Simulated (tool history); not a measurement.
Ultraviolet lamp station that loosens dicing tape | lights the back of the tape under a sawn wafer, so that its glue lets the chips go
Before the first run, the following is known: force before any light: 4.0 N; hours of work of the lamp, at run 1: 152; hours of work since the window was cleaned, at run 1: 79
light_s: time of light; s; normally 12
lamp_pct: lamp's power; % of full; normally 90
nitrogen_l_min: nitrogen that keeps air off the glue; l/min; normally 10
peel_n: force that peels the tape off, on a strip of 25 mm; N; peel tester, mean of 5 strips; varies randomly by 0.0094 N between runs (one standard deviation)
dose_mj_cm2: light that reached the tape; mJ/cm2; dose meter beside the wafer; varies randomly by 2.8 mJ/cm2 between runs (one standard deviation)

run   hour  light_s  lamp_pct  nitrogen_l_min  hours of work of the lamp  hours of work since the window was cleaned  peel_n  dose_mj_cm2
  1      0       12        90              10                        152                                          79   0.468          350
  2   13.6       12        90              10                        161                                          87   0.473          345
  3     27       12        90               5                        169                                          96   0.609          345
  4   42.9       12        90              20                        178                                         105   0.407          346
  5   55.5       12        90              10                        186                                         113   0.486          340
  6   70.5       18        90              10                        195                                         122   0.296          511
  7   86.9       18        90              10                        205                                         132     0.3          501
  8    106       18        90              10                        217                                         144   0.292          497
  9  119.7       18        90              10                        225                                         152   0.283          495
 10  129.8       18        90              10                        231                                         158   0.309          493
 11  146.4       12        90              10                        242                                         168   0.513          326
 12    157       12        90              10                        248                                         175   0.519          326
 13  175.8       12        90              10                        259                                         186    0.52          327
 14  187.6       12        75              10                        267                                         193   0.696          266
 15  203.4       12        75              10                        276                                         203   0.704          264
 16  212.8       12        75              10                        282                                         209   0.681          264
 17    232       12        90              10                        294                                         221   0.547          314
 18  241.6       12        90              10                        300                                         226   0.539          309
 19  258.3       12        90              10                        310                                         237   0.566          309
 20  276.3       12        90              10                        321                                         248   0.573          309
 21  284.3       12        90              16                        326                                         252   0.496          307
 22  301.7       17        90              10                        336                                         263   0.348          429
 23  318.2       11        97              19                        346                                         273   0.488          291
 24  329.7       12        76               3                        353                                         280   1.136          248
 25  348.8       13        90               7                        365                                         292   0.579          314
 26  359.6       17        94               6                        372                                         298   0.399          431
 27  378.3       22        87               6                        383                                         310   0.332          520
 28  389.7       22        87               6                        390                                         317   0.323          509
 29  404.6       17        93              11                        399                                         326   0.341          413
 30  413.2       17        93              11                        404                                         331   0.352          419
 31  428.3       19        70              10                        413                                         340   0.451          351
       430  -- window cleaned of glue's vapour
 32  445.7       19        70              10                        424                                          10    0.48          337
 33  456.2       19        70              10                        430                                          16   0.518          336
 34  474.8       19        70              10                        442                                          27   0.499          331
     476.8  -- window cleaned of glue's vapour, once more
 35  484.2        8        74               5                        447                                           5   1.452          173
 36  498.5       12        91              18                        456                                          13   0.465          308
 37  515.6       12        60              18                        466                                          24   0.858          204
 38  530.3        7        60              17                        475                                          33   1.609          117
 39  538.9        7        71              17                        480                                          38   1.322          137
 40  551.5       19        72               3                        488                                          46   0.679          376
 41  569.2       12       100              12                        499                                          56   0.493          328
 42  585.5       12       100              12                        509                                          66   0.487          329
 43  602.5       16        66               5                        519                                          77   0.802          288
 44  617.7        7        92               5                        528                                          86   1.449          173

What if the next run were any one of these 3? Each begins from the tool's condition after run 44:
  A  626.3       12        73               3                        534                                          91       ?            ?
  B  626.3       20        90               7                        534                                          91       ?            ?
  C  626.3       12        67              10                        534                                          91       ?            ?

run  peel_n  dose_mj_cm2
  A   1.288          229
  B   0.344          477
  C    0.95          211
With no hidden state in the tool, these same runs would have given:
run  peel_n  dose_mj_cm2
  A   0.896          312
  B   0.257          646
  C   0.626          286

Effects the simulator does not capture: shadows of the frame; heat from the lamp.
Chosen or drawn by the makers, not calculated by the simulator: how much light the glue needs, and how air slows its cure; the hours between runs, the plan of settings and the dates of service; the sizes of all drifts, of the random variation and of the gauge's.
